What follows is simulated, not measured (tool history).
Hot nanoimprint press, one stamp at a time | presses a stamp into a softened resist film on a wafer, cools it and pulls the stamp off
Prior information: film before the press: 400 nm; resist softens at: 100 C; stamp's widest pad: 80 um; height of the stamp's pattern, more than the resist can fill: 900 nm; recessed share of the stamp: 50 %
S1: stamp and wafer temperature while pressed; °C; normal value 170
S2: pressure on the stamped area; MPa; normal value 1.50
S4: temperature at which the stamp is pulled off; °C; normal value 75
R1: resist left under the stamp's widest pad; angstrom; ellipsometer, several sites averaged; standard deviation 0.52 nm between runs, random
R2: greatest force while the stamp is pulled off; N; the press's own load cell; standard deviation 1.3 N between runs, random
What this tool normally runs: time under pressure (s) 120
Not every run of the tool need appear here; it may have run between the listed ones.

{"run": 1, "hour": 0.0, "S1": 170, "S2": 1.5, "time under pressure (s)": 120, "S4": 75, "R1": 1644, "R2": 114}
{"run": 2, "hour": 12.5, "S1": 170, "S2": 1.5, "time under pressure (s)": 120, "S4": 75, "R1": 1641, "R2": 114}
{"run": 3, "hour": 19.7, "S1": 170, "S2": 1.5, "time under pressure (s)": 120, "S4": 75, "R1": 1652, "R2": 111}
{"run": 4, "hour": 32.0, "S1": 170, "S2": 1.5, "time under pressure (s)": 120, "S4": 75, "R1": 1655, "R2": 116}
{"hour": 36.0, "done": "plate thermocouple calibrated"}
{"run": 5, "hour": 47.1, "S1": 170, "S2": 1.5, "time under pressure (s)": 89, "S4": 75, "R1": 1888, "R2": 115}
{"run": 6, "hour": 53.7, "S1": 163, "S2": 1.48, "time under pressure (s)": 64, "S4": 75, "R1": 2792, "R2": 115}
{"run": 7, "hour": 65.3, "S1": 163, "S2": 1.48, "time under pressure (s)": 64, "S4": 75, "R1": 2813, "R2": 119}
{"run": 8, "hour": 72.1, "S1": 163, "S2": 1.48, "time under pressure (s)": 64, "S4": 75, "R1": 2800, "R2": 117}
{"run": 9, "hour": 83.2, "S1": 163, "S2": 1.93, "time under pressure (s)": 83, "S4": 75, "R1": 2412, "R2": 117}
{"hour": 92.5, "done": "plate thermocouple calibrated, once more"}
{"run": 10, "hour": 96.4, "S1": 170, "S2": 1.5, "time under pressure (s)": 79, "S4": 82, "R1": 1915, "R2": 99}

Here are 5 independent what-if runs from the current tool condition. What would each one return?
{"run": "A", "hour": 105.5, "S1": 170, "S2": 1.5, "time under pressure (s)": 96, "S4": 75, "R1": "?", "R2": "?"}
{"run": "B", "hour": 105.5, "S1": 170, "S2": 1.5, "time under pressure (s)": 91, "S4": 81, "R1": "?", "R2": "?"}
{"run": "C", "hour": 105.5, "S1": 168, "S2": 1.5, "time under pressure (s)": 120, "S4": 75, "R1": "?", "R2": "?"}
{"run": "D", "hour": 105.5, "S1": 171, "S2": 1.5, "time under pressure (s)": 120, "S4": 75, "R1": "?", "R2": "?"}
{"run": "E", "hour": 105.5, "S1": 170, "S2": 1.5, "time under pressure (s)": 216, "S4": 75, "R1": "?", "R2": "?"}

run=A R1=1770 R2=116
run=B R1=1819 R2=100
run=C R1=1777 R2=117
run=D R1=1546 R2=115
run=E R1=1263 R2=119
Without the tool's hidden state the same runs would have given:
run=A R1=1764 R2=99
run=B R1=1812 R2=85
run=C R1=1770 R2=99
run=D R1=1540 R2=98
run=E R1=1258 R2=102

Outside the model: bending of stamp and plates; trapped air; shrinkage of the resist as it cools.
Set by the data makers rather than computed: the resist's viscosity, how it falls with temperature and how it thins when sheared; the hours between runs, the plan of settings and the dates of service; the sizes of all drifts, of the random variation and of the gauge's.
